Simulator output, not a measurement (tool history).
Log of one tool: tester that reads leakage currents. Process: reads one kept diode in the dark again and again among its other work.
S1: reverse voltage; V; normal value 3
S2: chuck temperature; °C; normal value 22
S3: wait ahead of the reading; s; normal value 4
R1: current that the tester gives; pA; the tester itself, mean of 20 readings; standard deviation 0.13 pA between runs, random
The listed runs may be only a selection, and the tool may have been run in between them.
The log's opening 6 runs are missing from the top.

run	hour	S1	S2	S3	R1
7	151.4	3	22	4	39.63
8	189.1	3	22	4	39.81
9	230.2	3	22	4	39.58
10	254.9	3	22	5.55	39.6
11	280.4	3	22	5.55	39.77
12	313.4	3	22	4	39.86
13	336.4	3	22	4	39.85
14	365	3	22	4	39.84
15	399.7	3	22	4	39.85
16	424.5	3	22	4	39.66
17	464.4	3	22	4	39.68
18	492.3	3	22	4	39.82
19	531.6	3	22	4	39.76
20	566.5	3	22	4	39.9
21	593.6	2.53	25	1.28	46.61
22	610.5	9.48	46	6.45	499.07
23	631.4	9.48	46	6.45	496.36
24	662.9	14.55	26	8.14	137.05

Run 25, settings as shown, results not yet in. Your forecast:
25	697.4	10.43	26	8.14	?

R1: 112.9 pA
Without the tool's hidden state the same run would have given R1 113.11 pA.
